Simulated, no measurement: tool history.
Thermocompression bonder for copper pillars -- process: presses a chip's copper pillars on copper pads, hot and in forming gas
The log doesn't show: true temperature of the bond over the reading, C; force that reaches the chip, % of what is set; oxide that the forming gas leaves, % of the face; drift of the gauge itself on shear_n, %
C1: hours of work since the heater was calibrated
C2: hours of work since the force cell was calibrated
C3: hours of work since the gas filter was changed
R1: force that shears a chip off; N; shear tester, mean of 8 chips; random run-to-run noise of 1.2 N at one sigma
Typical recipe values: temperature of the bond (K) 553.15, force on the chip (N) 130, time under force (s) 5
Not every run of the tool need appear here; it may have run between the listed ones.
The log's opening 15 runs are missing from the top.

At hour 194.9: forming gas filter changed.
Run 16, hour 210.3: usual settings but force on the chip (N) 143; C1 346; C2 719; C3 8. Result: R1 108.7 N.
Run 17, hour 230.1: usual settings but force on the chip (N) 143; C1 356; C2 730; C3 18. Result: R1 108.6 N.
Run 18, hour 244.3: usual settings but force on the chip (N) 143; C1 364; C2 737; C3 26. Result: R1 107.7 N.
Run 19, hour 257.2: usual settings but force on the chip (N) 143; C1 370; C2 744; C3 32. Result: R1 105.7 N.
Run 20, hour 272.8: usual settings but temperature of the bond (K) 579.15, force on the chip (N) 152, time under force (s) 6; C1 378; C2 752; C3 40. Result: R1 127.0 N.
Run 21, hour 289.1: usual settings but temperature of the bond (K) 579.15, force on the chip (N) 152, time under force (s) 6; C1 387; C2 760; C3 49. Result: R1 128.2 N.
Run 22, hour 303.3: usual settings but temperature of the bond (K) 570.15, time under force (s) 3; C1 394; C2 767; C3 56. Result: R1 100.1 N.
Run 23, hour 312.4: usual settings but temperature of the bond (K) 560.15; C1 399; C2 772; C3 61. Result: R1 104.6 N.
Run 24, hour 328.5: usual settings but temperature of the bond (K) 560.15; C1 407; C2 780; C3 69. Result: R1 103.5 N.
Run 25, hour 343.5: usual settings but temperature of the bond (K) 560.15; C1 415; C2 788; C3 77. Result: R1 104.1 N.
Run 26, hour 357.7: usual settings but temperature of the bond (K) 551.15; C1 422; C2 795; C3 84. Result: R1 96.6 N.
Run 27, hour 368.2: usual settings but temperature of the bond (K) 575.15, force on the chip (N) 152, time under force (s) 4; C1 428; C2 801; C3 89. Result: R1 118.0 N.
Run 28, hour 378.2: usual settings but temperature of the bond (K) 549.15, force on the chip (N) 152, time under force (s) 4; C1 433; C2 806; C3 95. Result: R1 98.9 N.
Run 29, hour 396.9: usual settings but temperature of the bond (K) 532.15, force on the chip (N) 189; C1 442; C2 816; C3 104. Result: R1 105.1 N.
Run 30, hour 415.0: usual settings but temperature of the bond (K) 532.15, force on the chip (N) 189; C1 452; C2 825; C3 114. Result: R1 107.4 N.
Run 31, hour 434.9: usual settings but temperature of the bond (K) 531.15, force on the chip (N) 160; C1 462; C2 835; C3 124. Result: R1 92.7 N.
Run 32, hour 448.1: usual settings but temperature of the bond (K) 531.15, force on the chip (N) 160; C1 469; C2 842; C3 131. Result: R1 91.2 N.

Predict the results of run 33:
Run 33, hour 456.7: usual settings but temperature of the bond (K) 549.15, force on the chip (N) 86, time under force (s) 12; C1 473; C2 846; C3 135. Result: R1 ?.

Logged for run 33: R1 86.9 N.
Had the tool carried no hidden state, the very same run would have given R1 98.2 N.

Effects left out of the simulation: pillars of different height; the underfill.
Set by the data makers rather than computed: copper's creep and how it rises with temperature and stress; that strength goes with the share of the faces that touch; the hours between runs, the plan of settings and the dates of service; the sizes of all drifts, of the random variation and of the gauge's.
